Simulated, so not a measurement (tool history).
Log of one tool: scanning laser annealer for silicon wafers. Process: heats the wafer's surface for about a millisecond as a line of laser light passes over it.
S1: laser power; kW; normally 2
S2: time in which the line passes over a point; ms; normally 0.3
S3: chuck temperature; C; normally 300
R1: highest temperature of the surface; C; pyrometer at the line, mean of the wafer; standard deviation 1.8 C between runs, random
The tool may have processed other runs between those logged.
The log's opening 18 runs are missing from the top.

run	hour	S1	S2	S3	R1
19	525.8	2.181	0.3	300	1100
20	546.2	2.181	0.3	300	1101
21	575.8	1.769	0.3	275	898
22	603.3	2	0.3	288	1010
23	630	2	0.3	288	1012
24	657.2	2	0.3	336	1057
25	678.6	1.945	0.242	332	955
26	699.4	1.857	0.242	271	860
27	716.9	2	0.24	300	941
28	738.4	2.018	0.328	298	1060
29	762.8	2.018	0.328	298	1056
30	798.7	2.018	0.328	298	1057
# hour 821: window over the wafer cleaned
31	825.3	1.788	0.3	308	963
32	866.8	1.912	0.305	265	975
33	889.7	1.912	0.305	265	975
34	917.7	1.912	0.305	265	977
35	942.7	2.196	0.299	322	1148
36	970.8	2	0.306	276	1023
37	1007.7	1.765	0.358	283	981
38	1034.1	2.016	0.357	300	1117
39	1058.8	1.948	0.357	287	1068
40	1089.2	1.948	0.357	287	1071

What if the next run were any one of these 5? Each begins from the tool's condition after run 40:
A	1110.3	1.757	0.298	304	?
B	1110.3	1.96	0.323	305	?
C	1110.3	1.772	0.375	275	?
D	1110.3	1.974	0.375	304	?
E	1110.3	2	0.329	300	?

run	R1
A	938
B	1053
C	994
D	1118
E	1072
Stripped of hidden state, with their random variation kept, the same runs would have yielded:
run	R1
A	947
B	1064
C	1004
D	1130
E	1083

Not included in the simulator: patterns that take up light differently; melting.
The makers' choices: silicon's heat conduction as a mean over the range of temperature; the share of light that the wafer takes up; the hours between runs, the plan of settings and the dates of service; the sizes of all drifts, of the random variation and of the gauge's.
